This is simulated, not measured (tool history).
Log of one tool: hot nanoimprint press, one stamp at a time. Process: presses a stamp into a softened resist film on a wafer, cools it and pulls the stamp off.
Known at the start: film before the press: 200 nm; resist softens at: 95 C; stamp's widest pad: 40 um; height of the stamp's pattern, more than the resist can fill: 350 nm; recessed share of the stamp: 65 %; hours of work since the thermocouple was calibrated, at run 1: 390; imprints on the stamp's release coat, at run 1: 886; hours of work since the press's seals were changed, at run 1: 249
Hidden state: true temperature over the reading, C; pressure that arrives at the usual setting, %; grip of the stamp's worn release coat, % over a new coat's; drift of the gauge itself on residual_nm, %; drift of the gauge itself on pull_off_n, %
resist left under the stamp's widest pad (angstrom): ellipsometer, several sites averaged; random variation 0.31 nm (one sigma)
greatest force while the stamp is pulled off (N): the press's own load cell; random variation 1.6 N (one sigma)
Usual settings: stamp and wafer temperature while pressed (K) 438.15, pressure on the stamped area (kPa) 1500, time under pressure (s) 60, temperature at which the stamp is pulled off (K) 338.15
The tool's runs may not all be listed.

run	hour	stamp and wafer temperature while pressed (K)	pressure on the stamped area (kPa)	time under pressure (s)	temperature at which the stamp is pulled off (K)	hours of work since the thermocouple was calibrated	imprints on the stamp's release coat	hours of work since the press's seals were changed	resist left under the stamp's widest pad (angstrom)	greatest force while the stamp is pulled off (N)
1	0	438.15	1500	60	338.15	390	886	249	816	208
2	22.8	438.15	1500	60	338.15	403	965	262	814	207
3	57.9	438.15	1500	60	338.15	424	1086	282	813	207
# hour 67.9: stamp cleaned and given a new release coat
4	107.5	438.15	1500	103	338.15	449	136	308	670	204
5	148.6	438.15	1500	60	338.15	473	278	331	818	205
6	178.8	438.15	1310	60	338.15	490	383	349	872	207
7	219.2	438.15	1310	60	338.15	514	522	372	866	205
8	252.8	438.15	1310	60	338.15	533	639	392	877	206
9	283.4	438.15	1310	60	338.15	551	744	410	872	208
10	322.1	438.15	1310	60	338.15	573	878	432	873	208
# hour 329.2: plate thermocouple calibrated
11	360.4	438.15	1310	34	338.15	18	1000	452	1062	209
# hour 395.4: stamp cleaned and given a new release coat
12	395.8	438.15	1310	34	338.15	35	1	470	1057	206
13	432.8	438.15	1310	34	338.15	57	129	491	1052	205
14	459.8	438.15	1500	60	338.15	72	222	507	810	209
15	496.8	438.15	1500	60	338.15	94	350	528	812	204

Run 16 comes next. What will it give?
16	534.4	441.15	990	60	332.15	116	480	550	?	?

Run 16 gave resist left under the stamp's widest pad (angstrom) 908, greatest force while the stamp is pulled off (N) 219.
Without the tool's hidden state the same run would have given resist left under the stamp's widest pad (angstrom) 916, greatest force while the stamp is pulled off (N) 218.

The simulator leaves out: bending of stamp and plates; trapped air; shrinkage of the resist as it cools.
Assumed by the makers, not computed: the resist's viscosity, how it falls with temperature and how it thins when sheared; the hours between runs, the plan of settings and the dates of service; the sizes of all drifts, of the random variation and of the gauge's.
